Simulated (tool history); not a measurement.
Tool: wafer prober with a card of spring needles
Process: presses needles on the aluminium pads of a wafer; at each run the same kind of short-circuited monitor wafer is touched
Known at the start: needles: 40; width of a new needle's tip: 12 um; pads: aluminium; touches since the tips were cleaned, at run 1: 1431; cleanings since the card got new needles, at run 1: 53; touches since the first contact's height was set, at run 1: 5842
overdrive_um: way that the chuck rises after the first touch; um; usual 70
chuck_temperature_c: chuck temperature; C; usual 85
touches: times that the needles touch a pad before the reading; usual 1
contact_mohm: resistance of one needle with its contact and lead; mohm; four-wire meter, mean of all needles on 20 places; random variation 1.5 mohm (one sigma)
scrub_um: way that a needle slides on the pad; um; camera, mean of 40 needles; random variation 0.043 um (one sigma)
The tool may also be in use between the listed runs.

run     day  overdrive_um  chuck_temperature_c  touches  touches since the tips were cleaned  cleanings since the card got new needles  touches since the first contact's height was set  contact_mohm  scrub_um
  1       0            70                   85        1                                 1431                                        53                                              5842           142      9.19
      0.133  -- tips cleaned on abrasive film
      0.383  -- tips cleaned on abrasive film
  2   0.383            70                   39        1                                    0                                        55                                             12206           136      9.13
      0.629  -- tips cleaned on abrasive film
      0.846  -- tips cleaned on abrasive film
  3   0.892            70                   85        2                                  814                                        57                                             20634           143      9.19
      1.088  -- tips cleaned on abrasive film
      1.321  -- tips cleaned on abrasive film
  4   1.504            70                   85        2                                 3095                                        59                                             30848           145      9.14
      1.562  -- tips cleaned on abrasive film
      1.812  -- tips cleaned on abrasive film
      2.062  -- tips cleaned on abrasive film
      2.321  -- tips cleaned on abrasive film
  5   2.392            70                   85        2                                 1170                                        63                                             45525           143       9.2
      2.538  -- tips cleaned on abrasive film
      2.792  -- tips cleaned on abrasive film
      3.038  -- tips cleaned on abrasive film
  6   3.142            70                   85        2                                 1795                                        66                                             58048           143      9.24
       3.25  -- tips cleaned on abrasive film
      3.483  -- tips cleaned on abrasive film
      3.742  -- tips cleaned on abrasive film
  7   3.742            70                   85        1                                    0                                        69                                             67970           143      9.17
      3.988  -- tips cleaned on abrasive film
  8   4.108            70                   85        1                                 2010                                        70                                             74068           139      9.24
      4.217  -- tips cleaned on abrasive film
      4.467  -- tips cleaned on abrasive film
  9   4.592            70                   85        2                                 2121                                        72                                             82099           142      9.27
        4.7  -- tips cleaned on abrasive film
       4.95  -- tips cleaned on abrasive film
      5.192  -- tips cleaned on abrasive film
 10   5.354            70                   85        1                                 2755                                        75                                             94782           142      9.21
      5.442  -- tips cleaned on abrasive film
      5.696  -- tips cleaned on abrasive film
      5.946  -- tips cleaned on abrasive film
 11   6.125            70                   85        1                                 2990                                        78                                            107561           143      9.21
      6.175  -- tips cleaned on abrasive film
      6.429  -- tips cleaned on abrasive film
      6.696  -- tips cleaned on abrasive film
      6.942  -- tips cleaned on abrasive film
 12   7.008            70                   85        3                                 1099                                        82                                            122228           142      9.26
      7.171  -- tips cleaned on abrasive film
      7.433  -- tips cleaned on abrasive film
      7.646  -- tips cleaned on abrasive film
 13   7.688            70                   85        3                                  731                                        85                                            133509           144      9.28
      7.871  -- tips cleaned on abrasive film
      8.138  -- tips cleaned on abrasive film
      8.396  -- tips cleaned on abrasive film
 14   8.558            70                   85        3                                 2776                                        88                                            148031           143      9.31
      8.654  -- tips cleaned on abrasive film
      8.867  -- tips cleaned on abrasive film
      9.125  -- tips cleaned on abrasive film
      9.375  -- tips cleaned on abrasive film
 15   9.429            70                   85        3                                  891                                        92                                            162445           141      9.35
      9.629  -- tips cleaned on abrasive film
      9.842  -- tips cleaned on abrasive film
 16      10            70                   85        3                                 2672                                        94                                            171971           144      9.25
     10.108  -- tips cleaned on abrasive film
     10.321  -- tips cleaned on abrasive film
     10.562  -- tips cleaned on abrasive film
 17  10.654            70                   85        3                                 1566                                        97                                            182790           143      9.28
     10.808  -- tips cleaned on abrasive film
     11.058  -- tips cleaned on abrasive film
     11.271  -- tips cleaned on abrasive film
 18  11.333            89                   85        1                                 1061                                       100                                            194038           143     11.78
      11.45  -- height of the first contact set anew
     11.504  -- tips cleaned on abrasive film
     11.758  -- tips cleaned on abrasive film
     12.008  -- tips cleaned on abrasive film
 19  12.121            70                   62        1                                 1901                                       103                                             11140           139      9.39
     12.262  -- tips cleaned on abrasive film
       12.5  -- tips cleaned on abrasive film
     12.733  -- tips cleaned on abrasive film
 20  12.933            70                   31        1                                 3348                                       106                                             24635           136      9.35
     12.988  -- tips cleaned on abrasive film
     13.238  -- tips cleaned on abrasive film
     13.488  -- tips cleaned on abrasive film
 21  13.658            80                   90        3                                 2865                                       109                                             36678           144     10.74
     13.712  -- tips cleaned on abrasive film
     13.954  -- tips cleaned on abrasive film
     14.188  -- tips cleaned on abrasive film
     14.438  -- tips cleaned on abrasive film
 22  14.504            70                   85        3                                 1156                                       113                                             50735           140      9.38
     14.667  -- tips cleaned on abrasive film
     14.921  -- tips cleaned on abrasive film
     15.158  -- tips cleaned on abrasive film
 23  15.183            68                   85        1                                  411                                       116                                             61991           143      9.15
     15.421  -- tips cleaned on abrasive film
     15.667  -- tips cleaned on abrasive film
 24  15.779            59                  114        1                                 1835                                       118                                             71870           147       7.9
     15.888  -- tips cleaned on abrasive film
     15.938  -- gauge calibrated
       16.1  -- tips cleaned on abrasive film
     16.321  -- tips cleaned on abrasive film
     16.588  -- tips cleaned on abrasive film
 25  16.612            70                   33        1                                  452                                       122                                             85708           137       9.2
     16.821  -- tips cleaned on abrasive film
     17.067  -- tips cleaned on abrasive film
 26  17.129            56                  110        2                                 1109                                       124                                             94319           147      7.41
     17.279  -- tips cleaned on abrasive film
     17.525  -- tips cleaned on abrasive film
     17.767  -- tips cleaned on abrasive film
 27  17.854            50                   85        2                                 1492                                       127                                            106318           146      6.56

Forecast each of these 4 alternatives for the next run:
     17.996  -- tips cleaned on abrasive film
     18.242  -- tips cleaned on abrasive film
     18.492  -- tips cleaned on abrasive film
  A  18.612            55                   26        1                                 2030                                       130                                            118959             ?         ?
     17.996  -- tips cleaned on abrasive film
     18.242  -- tips cleaned on abrasive film
     18.492  -- tips cleaned on abrasive film
  B  18.612            58                   82        1                                 2030                                       130                                            118959             ?         ?
     17.996  -- tips cleaned on abrasive film
     18.242  -- tips cleaned on abrasive film
     18.492  -- tips cleaned on abrasive film
  C  18.612            71                   85        3                                 2030                                       130                                            118959             ?         ?
     17.996  -- tips cleaned on abrasive film
     18.242  -- tips cleaned on abrasive film
     18.492  -- tips cleaned on abrasive film
  D  18.612            65                   28        1                                 2030                                       130                                            118959             ?         ?

run  contact_mohm  scrub_um
  A           136      7.32
  B           147      7.55
  C           144      9.32
  D           136      8.56
Without the tool's hidden state the same runs would have given:
run  contact_mohm  scrub_um
  A           136      7.29
  B           147      7.52
  C           144      9.29
  D           136      8.53

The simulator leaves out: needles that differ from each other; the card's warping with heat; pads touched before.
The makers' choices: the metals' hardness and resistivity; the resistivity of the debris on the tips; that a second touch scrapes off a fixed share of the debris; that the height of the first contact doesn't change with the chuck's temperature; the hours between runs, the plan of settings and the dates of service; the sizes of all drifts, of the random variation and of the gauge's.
